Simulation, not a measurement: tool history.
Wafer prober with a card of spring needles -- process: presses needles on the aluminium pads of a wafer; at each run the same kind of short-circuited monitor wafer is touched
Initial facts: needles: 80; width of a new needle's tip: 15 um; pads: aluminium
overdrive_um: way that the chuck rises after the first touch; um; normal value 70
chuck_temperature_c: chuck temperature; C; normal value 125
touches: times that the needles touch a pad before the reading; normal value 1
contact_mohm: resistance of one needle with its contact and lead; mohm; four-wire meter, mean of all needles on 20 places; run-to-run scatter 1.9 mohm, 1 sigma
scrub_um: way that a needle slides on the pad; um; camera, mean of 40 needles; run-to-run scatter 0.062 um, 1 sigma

run	hour	overdrive_um	chuck_temperature_c	touches	contact_mohm	scrub_um
1	0.0	70	125	1	196	15.97
# hour 13.2: tips cleaned on abrasive film
# hour 23.8: tips cleaned on abrasive film
# hour 37.0: tips cleaned on abrasive film
# hour 50.3: tips cleaned on abrasive film
# hour 60.9: tips cleaned on abrasive film
# hour 71.5: tips cleaned on abrasive film
2	71.7	70	125	1	197	15.93
# hour 82.3: tips cleaned on abrasive film
# hour 92.9: tips cleaned on abrasive film
# hour 103.5: tips cleaned on abrasive film
# hour 114.1: tips cleaned on abrasive film
# hour 124.7: tips cleaned on abrasive film
# hour 135.3: tips cleaned on abrasive film
# hour 145.9: tips cleaned on abrasive film
3	153.5	70	45	1	177	15.98
# hour 158.8: tips cleaned on abrasive film
# hour 169.4: tips cleaned on abrasive film
# hour 180.0: tips cleaned on abrasive film
# hour 190.6: tips cleaned on abrasive film
# hour 201.2: tips cleaned on abrasive film
4	201.4	70	125	1	194	15.85
# hour 212.0: tips cleaned on abrasive film
# hour 220.1: height of the first contact set anew
# hour 222.9: tips cleaned on abrasive film
# hour 236.1: tips cleaned on abrasive film
# hour 249.3: tips cleaned on abrasive film
# hour 259.9: tips cleaned on abrasive film
# hour 270.5: tips cleaned on abrasive film
# hour 281.1: tips cleaned on abrasive film
5	283.3	70	125	1	197	15.80
# hour 293.9: tips cleaned on abrasive film
# hour 304.5: tips cleaned on abrasive film
# hour 315.1: tips cleaned on abrasive film
# hour 325.7: tips cleaned on abrasive film
# hour 336.3: tips cleaned on abrasive film
# hour 346.9: tips cleaned on abrasive film
# hour 357.5: tips cleaned on abrasive film
6	362.4	70	125	1	195	15.77
# hour 370.3: tips cleaned on abrasive film
# hour 380.9: tips cleaned on abrasive film
# hour 391.5: tips cleaned on abrasive film
# hour 404.8: tips cleaned on abrasive film
7	413.9	70	125	1	196	15.66
# hour 416.6: tips cleaned on abrasive film
# hour 427.2: tips cleaned on abrasive film
# hour 437.8: tips cleaned on abrasive film
# hour 448.4: tips cleaned on abrasive film
# hour 459.0: tips cleaned on abrasive film
# hour 469.6: tips cleaned on abrasive film
# hour 481.4: tips cleaned on abrasive film
8	481.4	70	125	1	197	15.85
# hour 494.6: tips cleaned on abrasive film
# hour 505.2: tips cleaned on abrasive film
# hour 515.8: tips cleaned on abrasive film
9	524.0	70	125	1	198	15.78
# hour 526.7: tips cleaned on abrasive film
# hour 539.9: tips cleaned on abrasive film
# hour 550.5: tips cleaned on abrasive film
# hour 563.8: tips cleaned on abrasive film
# hour 574.4: tips cleaned on abrasive film
# hour 582.5: height of the first contact set anew
# hour 585.3: tips cleaned on abrasive film
# hour 595.9: tips cleaned on abrasive film
10	601.6	70	125	1	195	15.79
# hour 607.0: tips cleaned on abrasive film
# hour 617.6: tips cleaned on abrasive film
# hour 628.2: tips cleaned on abrasive film
# hour 638.8: tips cleaned on abrasive film
# hour 649.4: tips cleaned on abrasive film
# hour 659.9: tips cleaned on abrasive film
# hour 670.5: tips cleaned on abrasive film
11	672.2	70	125	1	196	15.78
# hour 682.8: tips cleaned on abrasive film
# hour 693.4: tips cleaned on abrasive film
# hour 706.6: tips cleaned on abrasive film
# hour 719.8: tips cleaned on abrasive film
# hour 730.4: tips cleaned on abrasive film
12	732.4	70	125	1	194	15.70
# hour 743.0: tips cleaned on abrasive film
# hour 753.6: tips cleaned on abrasive film
# hour 764.2: tips cleaned on abrasive film
# hour 774.8: tips cleaned on abrasive film
# hour 780.0: gauge calibrated
# hour 788.0: tips cleaned on abrasive film
# hour 801.2: tips cleaned on abrasive film
# hour 811.8: tips cleaned on abrasive film
13	821.4	55	125	1	199	12.64
# hour 824.1: tips cleaned on abrasive film
# hour 837.3: tips cleaned on abrasive film
# hour 847.9: tips cleaned on abrasive film
# hour 858.5: tips cleaned on abrasive film
# hour 869.1: tips cleaned on abrasive film
# hour 882.4: tips cleaned on abrasive film
# hour 893.0: tips cleaned on abrasive film
# hour 906.2: tips cleaned on abrasive film
14	912.6	70	125	2	196	15.95
# hour 917.9: tips cleaned on abrasive film
# hour 928.5: tips cleaned on abrasive film
# hour 939.1: tips cleaned on abrasive film
# hour 944.7: height of the first contact set anew
# hour 950.0: tips cleaned on abrasive film
# hour 960.6: tips cleaned on abrasive film
# hour 971.2: tips cleaned on abrasive film
# hour 984.4: tips cleaned on abrasive film
15	994.9	70	125	2	197	15.90
# hour 997.6: tips cleaned on abrasive film
# hour 1008.2: tips cleaned on abrasive film
# hour 1018.8: tips cleaned on abrasive film
# hour 1032.1: tips cleaned on abrasive film
# hour 1045.3: tips cleaned on abrasive film
# hour 1055.9: tips cleaned on abrasive film
# hour 1066.5: tips cleaned on abrasive film
16	1066.9	70	68	1	186	15.84
# hour 1077.5: tips cleaned on abrasive film
# hour 1088.1: tips cleaned on abrasive film
# hour 1101.3: tips cleaned on abrasive film
# hour 1111.9: tips cleaned on abrasive film
# hour 1122.5: tips cleaned on abrasive film
# hour 1133.1: tips cleaned on abrasive film
# hour 1143.7: tips cleaned on abrasive film
17	1145.5	78	33	2	175	17.69
# hour 1156.1: tips cleaned on abrasive film
# hour 1166.7: tips cleaned on abrasive film
# hour 1177.3: tips cleaned on abrasive film
# hour 1190.5: tips cleaned on abrasive film
# hour 1203.7: tips cleaned on abrasive film
18	1211.4	70	70	1	183	15.80
# hour 1216.8: tips cleaned on abrasive film
# hour 1227.4: tips cleaned on abrasive film
# hour 1240.6: tips cleaned on abrasive film
# hour 1253.8: tips cleaned on abrasive film
# hour 1267.0: tips cleaned on abrasive film
19	1275.5	62	42	2	179	13.88
# hour 1278.2: tips cleaned on abrasive film
# hour 1288.8: tips cleaned on abrasive film
# hour 1299.4: tips cleaned on abrasive film
# hour 1307.6: height of the first contact set anew
# hour 1310.3: tips cleaned on abrasive film
# hour 1320.9: tips cleaned on abrasive film
# hour 1334.2: tips cleaned on abrasive film
# hour 1347.4: tips cleaned on abrasive film
20	1350.7	74	87	2	187	16.50
# hour 1358.7: tips cleaned on abrasive film
# hour 1369.3: tips cleaned on abrasive film
# hour 1379.9: tips cleaned on abrasive film
# hour 1390.4: tips cleaned on abrasive film
# hour 1403.7: tips cleaned on abrasive film
# hour 1416.9: tips cleaned on abrasive film
# hour 1430.1: tips cleaned on abrasive film
21	1433.4	75	35	2	177	16.74
# hour 1441.4: tips cleaned on abrasive film
# hour 1452.0: tips cleaned on abrasive film
# hour 1462.6: tips cleaned on abrasive film
# hour 1475.8: tips cleaned on abrasive film
22	1478.4	75	35	2	178	16.79
# hour 1488.9: tips cleaned on abrasive film
# hour 1502.2: tips cleaned on abrasive film
# hour 1515.4: tips cleaned on abrasive film
# hour 1526.0: tips cleaned on abrasive film
23	1534.9	70	115	1	191	15.58

Predict each of these 3 candidate next runs independently; none follows another, all start after run 23:
# hour 1537.6: tips cleaned on abrasive film
# hour 1548.2: tips cleaned on abrasive film
# hour 1558.8: tips cleaned on abrasive film
# hour 1569.4: tips cleaned on abrasive film
# hour 1580.0: tips cleaned on abrasive film
A	1584.4	67	39	2	?	?
# hour 1537.6: tips cleaned on abrasive film
# hour 1548.2: tips cleaned on abrasive film
# hour 1558.8: tips cleaned on abrasive film
# hour 1569.4: tips cleaned on abrasive film
# hour 1580.0: tips cleaned on abrasive film
B	1584.4	63	115	2	?	?
# hour 1537.6: tips cleaned on abrasive film
# hour 1548.2: tips cleaned on abrasive film
# hour 1558.8: tips cleaned on abrasive film
# hour 1569.4: tips cleaned on abrasive film
# hour 1580.0: tips cleaned on abrasive film
C	1584.4	89	32	1	?	?

run	contact_mohm	scrub_um
A	179	14.92
B	194	14.03
C	173	19.74
With the hidden condition removed and each run's random variation left untouched, the same runs would have given:
run	contact_mohm	scrub_um
A	178	15.35
B	193	14.44
C	173	20.31
